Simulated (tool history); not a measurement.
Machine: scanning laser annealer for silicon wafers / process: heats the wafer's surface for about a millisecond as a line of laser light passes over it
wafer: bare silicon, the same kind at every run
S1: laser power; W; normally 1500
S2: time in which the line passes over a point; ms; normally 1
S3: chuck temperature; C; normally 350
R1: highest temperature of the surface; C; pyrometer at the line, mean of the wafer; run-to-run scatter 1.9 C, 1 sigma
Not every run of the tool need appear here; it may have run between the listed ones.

run,hour,S1,S2,S3,R1
1,0,1500,1,350,1067
2,9.2,1500,1,350,1069
3,21.9,1500,1,350,1067
4,36.4,1500,1,350,1066
# hour 44.3: window over the wafer cleaned
5,50.9,1500,1,350,1098
6,68.9,1500,0.91,350,1063
7,84.1,1500,1,350,1097
8,99.2,1500,1.02,350,1102
9,109.7,1500,1,350,1100
10,118.4,1500,1,370,1114
11,136.6,1500,1,350,1092
12,154.2,1404,1,350,1050
13,169,1404,1,350,1047
14,176.6,1370,0.75,370,966
15,185.5,1593,1.23,386,1251
16,200.3,1593,1.23,386,1252
17,218.4,1593,1.23,386,1251
18,226.7,1500,1,362,1103
19,244.2,1490,1,325,1060
20,252.6,1598,1.02,320,1113
21,262.8,1573,1.01,326,1103
22,273.2,1318,1.13,350,1042
23,285.5,1638,1.24,350,1243
24,294.5,1638,1.24,350,1239
25,303.8,1500,0.82,340,1012

5 options for the next run, each taken on its own from the tool as it stands now. Forecast them:
A,312.4,1633,0.82,340,?
B,312.4,1328,1.12,370,?
C,312.4,1352,1,382,?
D,312.4,1635,1,350,?
E,312.4,1500,1.04,350,?

run,R1
A,1071
B,1062
C,1048
D,1152
E,1102
With no hidden state in the tool, these same runs would have given:
run,R1
A,1095
B,1084
C,1070
D,1178
E,1126
